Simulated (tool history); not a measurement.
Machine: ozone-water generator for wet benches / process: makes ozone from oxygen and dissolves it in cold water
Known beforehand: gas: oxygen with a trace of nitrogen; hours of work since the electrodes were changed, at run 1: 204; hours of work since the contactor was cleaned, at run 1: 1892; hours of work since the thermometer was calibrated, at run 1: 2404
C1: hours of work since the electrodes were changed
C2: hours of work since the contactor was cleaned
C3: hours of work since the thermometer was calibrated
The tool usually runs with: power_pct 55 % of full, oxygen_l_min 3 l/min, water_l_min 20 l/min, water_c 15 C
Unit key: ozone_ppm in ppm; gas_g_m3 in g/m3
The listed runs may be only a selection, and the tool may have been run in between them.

run 1 hour=0 | power_pct=55 oxygen_l_min=3 water_l_min=20 water_c=15 | C1=204 C2=1892 C3=2404 | ozone_ppm=11.9 gas_g_m3=140.9
run 2 hour=34.6 | power_pct=55 oxygen_l_min=3 water_l_min=20 water_c=12 | C1=226 C2=1914 C3=2426 | ozone_ppm=12.4 gas_g_m3=141.3
run 3 hour=63.6 | power_pct=55 oxygen_l_min=3 water_l_min=20 water_c=12 | C1=244 C2=1932 C3=2444 | ozone_ppm=12.4 gas_g_m3=142.5
run 4 hour=85.9 | power_pct=55 oxygen_l_min=3 water_l_min=20 water_c=12 | C1=259 C2=1946 C3=2458 | ozone_ppm=12.4 gas_g_m3=143.6
run 5 hour=106.2 | power_pct=55 oxygen_l_min=3 water_l_min=20 water_c=15 | C1=271 C2=1959 C3=2471 | ozone_ppm=12 gas_g_m3=142.6
run 6 hour=134.4 | power_pct=55 oxygen_l_min=3 water_l_min=20 water_c=15 | C1=289 C2=1977 C3=2489 | ozone_ppm=12 gas_g_m3=141.1
run 7 hour=171.8 | power_pct=55 oxygen_l_min=3 water_l_min=20 water_c=15 | C1=313 C2=2001 C3=2513 | ozone_ppm=12 gas_g_m3=142
run 8 hour=201.4 | power_pct=55 oxygen_l_min=3 water_l_min=20 water_c=15 | C1=332 C2=2019 C3=2531 | ozone_ppm=11.9 gas_g_m3=140.7
run 9 hour=237.8 | power_pct=55 oxygen_l_min=3 water_l_min=20 water_c=19 | C1=355 C2=2042 C3=2555 | ozone_ppm=11.5 gas_g_m3=143.7
run 10 hour=268.3 | power_pct=55 oxygen_l_min=4.72 water_l_min=20 water_c=19 | C1=374 C2=2062 C3=2574 | ozone_ppm=11.3 gas_g_m3=103.9
run 11 hour=285 | power_pct=55 oxygen_l_min=4.72 water_l_min=20 water_c=19 | C1=385 C2=2072 C3=2584 | ozone_ppm=11.1 gas_g_m3=105.1
run 12 hour=313.9 | power_pct=55 oxygen_l_min=3 water_l_min=20 water_c=15 | C1=403 C2=2091 C3=2603 | ozone_ppm=12 gas_g_m3=141.7
run 13 hour=338 | power_pct=55 oxygen_l_min=3 water_l_min=20 water_c=13 | C1=418 C2=2106 C3=2618 | ozone_ppm=12.1 gas_g_m3=141.1
run 14 hour=363.6 | power_pct=55 oxygen_l_min=3 water_l_min=20 water_c=13 | C1=435 C2=2122 C3=2634 | ozone_ppm=12.3 gas_g_m3=141.9
run 15 hour=392.2 | power_pct=55 oxygen_l_min=3 water_l_min=15 water_c=15 | C1=453 C2=2140 C3=2653 | ozone_ppm=15.3 gas_g_m3=141.1
run 16 hour=419.1 | power_pct=55 oxygen_l_min=3 water_l_min=20 water_c=15 | C1=470 C2=2157 C3=2670 | ozone_ppm=11.8 gas_g_m3=141.1
run 17 hour=452 | power_pct=55 oxygen_l_min=3 water_l_min=20 water_c=15 | C1=491 C2=2178 C3=2690 | ozone_ppm=11.9 gas_g_m3=140.5
run 18 hour=485.5 | power_pct=40 oxygen_l_min=3 water_l_min=20 water_c=15 | C1=512 C2=2200 C3=2712 | ozone_ppm=9.4 gas_g_m3=109.9
run 19 hour=522.1 | power_pct=55 oxygen_l_min=3 water_l_min=27 water_c=9 | C1=535 C2=2223 C3=2735 | ozone_ppm=9.3 gas_g_m3=141.1
run 20 hour=547.2 | power_pct=55 oxygen_l_min=3 water_l_min=27 water_c=9 | C1=551 C2=2239 C3=2751 | ozone_ppm=9.3 gas_g_m3=141.2
run 21 hour=569 | power_pct=55 oxygen_l_min=2.52 water_l_min=27 water_c=9 | C1=565 C2=2253 C3=2765 | ozone_ppm=9.1 gas_g_m3=161.7
run 22 hour=601.1 | power_pct=86 oxygen_l_min=2.08 water_l_min=12 water_c=18 | C1=585 C2=2273 C3=2785 | ozone_ppm=25.3 gas_g_m3=260.9
run 23 hour=632.7 | power_pct=55 oxygen_l_min=2.34 water_l_min=20 water_c=15 | C1=605 C2=2293 C3=2805 | ozone_ppm=11.7 gas_g_m3=169.4
run 24 hour=656.1 | power_pct=61 oxygen_l_min=3 water_l_min=25 water_c=15 | C1=620 C2=2308 C3=2820 | ozone_ppm=10.2 gas_g_m3=152.5
run 25 hour=675.4 | power_pct=55 oxygen_l_min=3 water_l_min=20 water_c=8 | C1=632 C2=2320 C3=2832 | ozone_ppm=12.9 gas_g_m3=140
run 26 hour=698.2 | power_pct=90 oxygen_l_min=3 water_l_min=13 water_c=8 | C1=647 C2=2334 C3=2847 | ozone_ppm=27.5 gas_g_m3=206.6
run 27 hour=722 | power_pct=90 oxygen_l_min=3 water_l_min=20 water_c=22 | C1=662 C2=2350 C3=2862 | ozone_ppm=16.2 gas_g_m3=209.7
run 28 hour=750.4 | power_pct=99 oxygen_l_min=1.77 water_l_min=22 water_c=15 | C1=680 C2=2368 C3=2880 | ozone_ppm=16.6 gas_g_m3=323.1
run 29 hour=786.8 | power_pct=99 oxygen_l_min=1.69 water_l_min=15 water_c=15 | C1=703 C2=2391 C3=2903 | ozone_ppm=24.1 gas_g_m3=329.5
run 30 hour=818.5 | power_pct=67 oxygen_l_min=1.69 water_l_min=30 water_c=9 | C1=723 C2=2411 C3=2923 | ozone_ppm=9 gas_g_m3=246.3
run 31 hour=839.1 | power_pct=67 oxygen_l_min=1.69 water_l_min=30 water_c=9 | C1=736 C2=2424 C3=2936 | ozone_ppm=8.8 gas_g_m3=242.6
run 32 hour=876.8 | power_pct=78 oxygen_l_min=3 water_l_min=20 water_c=15 | C1=760 C2=2448 C3=2960 | ozone_ppm=15.6 gas_g_m3=186
run 33 hour=898.2 | power_pct=75 oxygen_l_min=3 water_l_min=20 water_c=10 | C1=774 C2=2461 C3=2973 | ozone_ppm=16 gas_g_m3=180.6

4 options for the next run, each taken on its own from the tool as it stands now. Forecast them:
run A hour=933.4 | power_pct=52 oxygen_l_min=3 water_l_min=20 water_c=15 | C1=796 C2=2484 C3=2996 | ozone_ppm=? gas_g_m3=?
run B hour=933.4 | power_pct=55 oxygen_l_min=3 water_l_min=18 water_c=15 | C1=796 C2=2484 C3=2996 | ozone_ppm=? gas_g_m3=?
run C hour=933.4 | power_pct=55 oxygen_l_min=3 water_l_min=29 water_c=11 | C1=796 C2=2484 C3=2996 | ozone_ppm=? gas_g_m3=?
run D hour=933.4 | power_pct=55 oxygen_l_min=3 water_l_min=18 water_c=19 | C1=796 C2=2484 C3=2996 | ozone_ppm=? gas_g_m3=?

run=A ozone_ppm=11.5 gas_g_m3=135.1
run=B ozone_ppm=13.2 gas_g_m3=140.6
run=C ozone_ppm=8.7 gas_g_m3=141.1
run=D ozone_ppm=12.8 gas_g_m3=141.3
The same runs, with their run-to-run variation unchanged, on a tool lacking any hidden condition would have given:
run=A ozone_ppm=11.5 gas_g_m3=135.2
run=B ozone_ppm=13.2 gas_g_m3=140.6
run=C ozone_ppm=8.7 gas_g_m3=141.2
run=D ozone_ppm=12.8 gas_g_m3=141.3
